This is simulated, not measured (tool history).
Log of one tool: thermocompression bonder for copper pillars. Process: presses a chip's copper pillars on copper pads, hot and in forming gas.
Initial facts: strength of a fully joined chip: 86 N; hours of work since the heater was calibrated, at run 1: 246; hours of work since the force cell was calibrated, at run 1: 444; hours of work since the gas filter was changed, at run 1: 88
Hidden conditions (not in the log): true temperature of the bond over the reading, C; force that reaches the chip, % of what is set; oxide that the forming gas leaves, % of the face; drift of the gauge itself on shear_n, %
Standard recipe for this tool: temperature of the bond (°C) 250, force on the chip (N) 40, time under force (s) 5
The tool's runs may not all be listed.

run	hour	temperature of the bond (°C)	force on the chip (N)	time under force (s)	hours of work since the heater was calibrated	hours of work since the force cell was calibrated	hours of work since the gas filter was changed	force that shears a chip off (N)
1	0.0	250	40	5	246	444	88	62.2
2	15.7	250	40	5	252	451	95	62.3
3	31.0	250	40	5	259	458	102	64.1
4	43.5	250	40	5	264	463	107	62.0
5	52.6	227	40	5	268	467	111	53.7
6	71.3	227	40	5	276	475	119	53.8
7	81.1	227	40	5	280	479	123	53.2
8	90.9	227	40	4	285	483	127	51.5
9	109.0	227	40	4	292	491	135	49.5
10	121.5	261	40	4	298	496	141	63.4
11	141.1	261	40	4	306	505	149	62.9
12	152.2	240	40	3	311	510	154	51.5
13	168.0	252	58	3	318	516	161	67.7
# hour 170.8: force cell calibrated
14	181.0	258	26	5	323	4	166	52.9
15	199.3	258	26	5	331	12	173	52.6
16	213.3	232	40	5	337	18	179	55.5
17	225.0	269	40	5	342	23	184	67.9
18	243.5	269	40	5	350	31	192	68.8
19	256.5	269	40	5	355	37	198	67.9
# hour 264.9: force cell calibrated, once more
20	266.6	269	40	5	359	1	202	67.8
21	285.2	250	30	9	367	9	210	61.5

Each row is a separate what-if for the run after 21, all from the same tool condition, not one after another. Results?
A	302.6	250	39	4	374	16	217	?
B	302.6	239	48	5	374	16	217	?
C	302.6	258	36	5	374	16	217	?
D	302.6	232	55	9	374	16	217	?

run	force that shears a chip off (N)
A	56.9
B	62.0
C	61.0
D	70.2
Without the tool's hidden state the same runs would have given:
run	force that shears a chip off (N)
A	58.4
B	63.7
C	62.7
D	72.7

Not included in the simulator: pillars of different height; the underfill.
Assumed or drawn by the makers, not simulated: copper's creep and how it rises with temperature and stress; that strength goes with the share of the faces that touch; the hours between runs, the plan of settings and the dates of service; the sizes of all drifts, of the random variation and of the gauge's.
